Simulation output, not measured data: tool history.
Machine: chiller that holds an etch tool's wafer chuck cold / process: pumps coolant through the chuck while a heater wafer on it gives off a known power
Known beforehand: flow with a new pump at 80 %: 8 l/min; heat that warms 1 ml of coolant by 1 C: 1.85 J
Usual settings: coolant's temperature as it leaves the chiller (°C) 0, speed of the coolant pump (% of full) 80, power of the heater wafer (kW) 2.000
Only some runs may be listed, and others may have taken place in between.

run,day,coolant's temperature as it leaves the chiller (°C),speed of the coolant pump (% of full),power of the heater wafer (kW),chuck's temperature once it has settled (°C),how much warmer the coolant comes back (C)
1,0.000,0,80,2.000,23.4,8.11
2,5.892,0,80,2.000,23.3,8.11
3,9.604,0,69,2.000,26.1,9.58
4,16.408,0,80,2.302,26.9,9.32
5,21.121,0,80,2.302,26.8,9.36
6,26.188,0,96,2.000,20.5,6.79
7,31.046,0,96,2.000,20.6,6.71
8,37.525,0,96,2.000,20.5,6.62
9,42.712,0,80,2.388,27.8,9.75
10,45.658,0,80,2.388,27.6,9.69
11,50.038,0,80,2.388,27.8,9.73
12,54.129,0,80,2.000,23.1,8.11
13,59.529,0,63,2.000,27.7,10.46
14,62.767,0,63,2.000,27.6,10.42
15,68.467,0,81,2.000,23.2,8.01
16,74.283,0,81,2.000,23.1,8.03
17,80.896,0,80,1.482,17.1,6.05
18,85.996,1,80,2.000,24.3,8.14
19,91.450,0,80,2.883,33.4,11.65
20,97.125,0,80,2.883,33.6,11.72
21,103.071,0,64,2.139,29.3,11.03
22,109.733,-8,80,2.273,18.5,9.24
23,114.912,0,92,2.000,20.9,7.04
24,120.658,0,92,2.000,21.1,7.03
25,123.492,8,76,2.000,32.0,8.59
26,130.454,0,98,2.300,23.2,7.56
27,134.475,-4,80,2.000,19.2,8.18
28,139.079,2,71,2.000,27.2,9.20

The log once held 3 entries between its listed runs, left out of this copy. Where does each go, and what is different about the tool's unlogged condition between the listed run before it and the listed run after it?
Run 3 -> run 4: coolant changed, channels flushed (day 16.246)
  heat passed by the chuck's channels, % of clean ones': 99.9 -> 100
Run 8 -> run 9: chiller's thermometer calibrated (day 42.712)
  the hidden state is the same at both runs
Run 25 -> run 26: chiller's thermometer calibrated (day 128.892)
  the hidden state is the same at both runs

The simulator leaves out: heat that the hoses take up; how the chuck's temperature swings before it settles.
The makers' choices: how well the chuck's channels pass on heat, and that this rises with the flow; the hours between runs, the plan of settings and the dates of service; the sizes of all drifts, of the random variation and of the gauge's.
